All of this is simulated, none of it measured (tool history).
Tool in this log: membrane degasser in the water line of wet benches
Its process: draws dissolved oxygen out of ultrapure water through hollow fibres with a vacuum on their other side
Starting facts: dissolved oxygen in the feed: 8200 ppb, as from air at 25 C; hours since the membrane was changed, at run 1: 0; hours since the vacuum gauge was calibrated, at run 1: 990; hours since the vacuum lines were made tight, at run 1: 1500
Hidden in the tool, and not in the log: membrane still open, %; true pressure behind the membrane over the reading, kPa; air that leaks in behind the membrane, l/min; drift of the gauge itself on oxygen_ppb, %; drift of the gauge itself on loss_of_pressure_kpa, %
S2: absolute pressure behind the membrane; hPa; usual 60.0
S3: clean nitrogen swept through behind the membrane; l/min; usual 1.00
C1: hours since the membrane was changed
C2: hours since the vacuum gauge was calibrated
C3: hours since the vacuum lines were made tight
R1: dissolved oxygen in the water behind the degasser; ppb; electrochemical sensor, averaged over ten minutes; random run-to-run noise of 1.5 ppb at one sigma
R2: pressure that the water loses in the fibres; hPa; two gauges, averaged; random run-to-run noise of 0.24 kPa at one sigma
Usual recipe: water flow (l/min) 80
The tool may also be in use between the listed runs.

{"run": 1, "hour": 0.0, "water flow (l/min)": 80, "S2": 60.0, "S3": 1.0, "C1": 0, "C2": 990, "C3": 1500, "R1": 374.1, "R2": 612.3}
{"run": 2, "hour": 337.4, "water flow (l/min)": 80, "S2": 60.0, "S3": 1.0, "C1": 337, "C2": 1328, "C3": 1838, "R1": 370.3, "R2": 610.5}
{"run": 3, "hour": 653.3, "water flow (l/min)": 80, "S2": 60.0, "S3": 1.0, "C1": 653, "C2": 1644, "C3": 2154, "R1": 372.6, "R2": 613.1}
{"run": 4, "hour": 804.9, "water flow (l/min)": 80, "S2": 60.0, "S3": 1.0, "C1": 805, "C2": 1795, "C3": 2305, "R1": 371.6, "R2": 615.1}
{"run": 5, "hour": 1077.6, "water flow (l/min)": 80, "S2": 60.0, "S3": 1.0, "C1": 1078, "C2": 2068, "C3": 2578, "R1": 371.9, "R2": 612.0}
{"run": 6, "hour": 1227.2, "water flow (l/min)": 80, "S2": 60.0, "S3": 1.0, "C1": 1227, "C2": 2217, "C3": 2728, "R1": 368.3, "R2": 615.5}
{"run": 7, "hour": 1475.5, "water flow (l/min)": 80, "S2": 69.5, "S3": 1.0, "C1": 1476, "C2": 2466, "C3": 2976, "R1": 488.0, "R2": 608.5}
{"run": 8, "hour": 1792.5, "water flow (l/min)": 80, "S2": 60.0, "S3": 0.9, "C1": 1793, "C2": 2783, "C3": 3293, "R1": 390.2, "R2": 611.9}
{"run": 9, "hour": 1942.5, "water flow (l/min)": 80, "S2": 60.0, "S3": 0.9, "C1": 1942, "C2": 2933, "C3": 3443, "R1": 395.0, "R2": 612.6}
{"run": 10, "hour": 2161.3, "water flow (l/min)": 80, "S2": 60.0, "S3": 0.9, "C1": 2161, "C2": 3152, "C3": 3662, "R1": 393.4, "R2": 607.7}
{"hour": 2199.3, "done": "vacuum gauge calibrated"}
{"run": 11, "hour": 2493.9, "water flow (l/min)": 80, "S2": 60.0, "S3": 0.9, "C1": 2493, "C2": 295, "C3": 3994, "R1": 392.2, "R2": 610.2}
{"run": 12, "hour": 2696.7, "water flow (l/min)": 80, "S2": 60.0, "S3": 0.9, "C1": 2696, "C2": 497, "C3": 4197, "R1": 389.4, "R2": 610.4}
{"run": 13, "hour": 2847.8, "water flow (l/min)": 80, "S2": 60.0, "S3": 0.9, "C1": 2847, "C2": 648, "C3": 4348, "R1": 392.2, "R2": 616.6}
{"run": 14, "hour": 3169.2, "water flow (l/min)": 80, "S2": 60.0, "S3": 0.9, "C1": 3169, "C2": 970, "C3": 4669, "R1": 390.1, "R2": 613.1}
{"run": 15, "hour": 3481.8, "water flow (l/min)": 80, "S2": 60.0, "S3": 0.9, "C1": 3481, "C2": 1283, "C3": 4982, "R1": 390.7, "R2": 615.1}
{"run": 16, "hour": 3663.4, "water flow (l/min)": 80, "S2": 60.0, "S3": 0.9, "C1": 3663, "C2": 1464, "C3": 5163, "R1": 390.4, "R2": 611.7}
{"run": 17, "hour": 3838.9, "water flow (l/min)": 90, "S2": 65.1, "S3": 0.59, "C1": 3838, "C2": 1640, "C3": 5339, "R1": 622.0, "R2": 686.1}
{"hour": 4068.7, "done": "seals of the vacuum lines changed"}
{"run": 18, "hour": 4145.9, "water flow (l/min)": 90, "S2": 65.1, "S3": 0.59, "C1": 4143, "C2": 1945, "C3": 77, "R1": 619.5, "R2": 683.5}
{"hour": 4297.9, "done": "gauge calibrated"}
{"run": 19, "hour": 4405.3, "water flow (l/min)": 90, "S2": 65.1, "S3": 1.0, "C1": 4403, "C2": 2204, "C3": 337, "R1": 478.0, "R2": 685.7}
{"run": 20, "hour": 4610.5, "water flow (l/min)": 90, "S2": 65.1, "S3": 1.0, "C1": 4608, "C2": 2409, "C3": 542, "R1": 475.4, "R2": 691.5}
{"run": 21, "hour": 4763.1, "water flow (l/min)": 90, "S2": 65.1, "S3": 1.0, "C1": 4761, "C2": 2562, "C3": 694, "R1": 472.5, "R2": 689.3}
{"run": 22, "hour": 5011.7, "water flow (l/min)": 55, "S2": 140.2, "S3": 1.94, "C1": 5009, "C2": 2810, "C3": 943, "R1": 609.8, "R2": 421.3}
{"run": 23, "hour": 5246.3, "water flow (l/min)": 80, "S2": 54.9, "S3": 0.64, "C1": 5244, "C2": 3045, "C3": 1178, "R1": 399.4, "R2": 610.9}
{"hour": 5379.4, "done": "vacuum gauge calibrated"}
{"run": 24, "hour": 5502.5, "water flow (l/min)": 120, "S2": 60.0, "S3": 1.5, "C1": 5500, "C2": 123, "C3": 1433, "R1": 400.6, "R2": 915.8}
{"run": 25, "hour": 5700.3, "water flow (l/min)": 120, "S2": 60.0, "S3": 1.5, "C1": 5697, "C2": 321, "C3": 1631, "R1": 400.7, "R2": 919.8}
{"run": 26, "hour": 5867.4, "water flow (l/min)": 58, "S2": 105.3, "S3": 2.72, "C1": 5864, "C2": 488, "C3": 1798, "R1": 332.6, "R2": 443.4}
{"run": 27, "hour": 6017.7, "water flow (l/min)": 58, "S2": 105.3, "S3": 2.72, "C1": 6015, "C2": 638, "C3": 1948, "R1": 332.2, "R2": 446.6}
{"run": 28, "hour": 6216.4, "water flow (l/min)": 97, "S2": 40.8, "S3": 1.91, "C1": 6213, "C2": 837, "C3": 2147, "R1": 105.8, "R2": 739.6}
{"run": 29, "hour": 6399.9, "water flow (l/min)": 97, "S2": 41.7, "S3": 1.28, "C1": 6397, "C2": 1021, "C3": 2331, "R1": 143.7, "R2": 746.1}
{"run": 30, "hour": 6611.2, "water flow (l/min)": 97, "S2": 51.1, "S3": 1.39, "C1": 6608, "C2": 1232, "C3": 2542, "R1": 246.3, "R2": 748.2}
{"run": 31, "hour": 6807.2, "water flow (l/min)": 97, "S2": 51.1, "S3": 1.39, "C1": 6804, "C2": 1428, "C3": 2738, "R1": 245.1, "R2": 736.5}
{"run": 32, "hour": 6950.2, "water flow (l/min)": 97, "S2": 51.1, "S3": 1.39, "C1": 6947, "C2": 1571, "C3": 2881, "R1": 246.4, "R2": 740.2}

Hidden state or all else? Some run-to-run changes of R1, split into what the settings, what came in and random variation would give without the hidden state, and what is left for the hidden state (with any gauge scatter that isn't in both results):
Run 16 -> 17: water flow (l/min) 80 -> 90, S2 60.0 -> 65.1, S3 0.90 -> 0.59. R1 +231.6 ppb: hidden state -6.0, all else +237.6.
Run 18 -> 19: S3 0.59 -> 1.00, gauge calibrated. R1 -141.5 ppb: hidden state +16.1, all else -157.6.
Run 22 -> 23: water flow (l/min) 55 -> 80, S2 140.2 -> 54.9, S3 1.94 -> 0.64. R1 -210.4 ppb: hidden state +0.4, all else -210.8.
Run 27 -> 28: water flow (l/min) 58 -> 97, S2 105.3 -> 40.8, S3 2.72 -> 1.91. R1 -226.4 ppb: hidden state +2.4, all else -228.8.
